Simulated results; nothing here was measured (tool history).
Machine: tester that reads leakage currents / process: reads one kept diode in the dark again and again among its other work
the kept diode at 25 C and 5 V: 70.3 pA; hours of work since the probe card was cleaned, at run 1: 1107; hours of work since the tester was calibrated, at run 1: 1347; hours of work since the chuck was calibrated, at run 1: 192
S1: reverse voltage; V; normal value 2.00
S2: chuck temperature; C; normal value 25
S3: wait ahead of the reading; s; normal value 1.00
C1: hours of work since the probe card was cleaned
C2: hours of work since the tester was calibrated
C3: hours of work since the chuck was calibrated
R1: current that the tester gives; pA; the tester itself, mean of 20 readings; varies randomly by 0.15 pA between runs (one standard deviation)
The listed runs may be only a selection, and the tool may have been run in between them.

run,hour,S1,S2,S3,C1,C2,C3,R1
1,0.0,2.00,25,1.00,1107,1347,192,48.77
2,23.9,15.69,25,1.00,1125,1364,210,140.66
3,52.4,15.69,25,1.00,1146,1385,230,141.65
4,98.0,2.00,25,5.31,1179,1419,264,48.58
5,136.1,2.00,25,1.00,1207,1446,292,49.16
6,179.4,2.00,25,1.00,1238,1478,323,49.28
7,211.9,2.00,25,1.63,1262,1502,347,48.85
8,237.9,2.00,25,1.63,1281,1521,366,48.70
9,284.5,2.00,25,1.63,1315,1555,400,48.95
10,312.2,2.00,25,1.63,1335,1575,420,48.74
11,355.9,2.00,25,1.63,1367,1607,452,49.17
12,385.9,2.00,25,1.63,1389,1629,474,48.69
13,429.2,2.00,25,1.63,1421,1660,506,48.94
14,466.3,2.00,25,1.63,1448,1688,533,49.09
15,489.8,2.00,25,1.63,1465,1705,550,49.23
16,523.7,6.52,25,1.00,1490,1729,575,90.05
17,564.0,6.52,25,1.00,1519,1759,604,91.05
18,595.2,6.52,25,1.00,1542,1782,627,90.34
19,629.4,2.00,25,1.00,1567,1807,652,49.58
20,663.3,2.00,25,1.00,1592,1831,677,49.51
21,700.7,2.00,25,1.00,1619,1859,704,49.53
22,728.7,5.99,37,0.77,1640,1879,724,207.43
23,773.5,5.99,37,0.77,1672,1912,757,207.31
24,807.1,13.81,37,0.62,1697,1936,782,314.23
25,842.8,13.81,37,0.62,1723,1963,808,315.09
26,862.6,6.46,23,1.47,1738,1977,822,79.36

For run 27, what comes out?
27,885.4,2.00,20,4.59,1754,1994,839,?

R1: 33.92 pA
Minus the tool's unlogged condition, the same run would have read R1 30.79 pA.
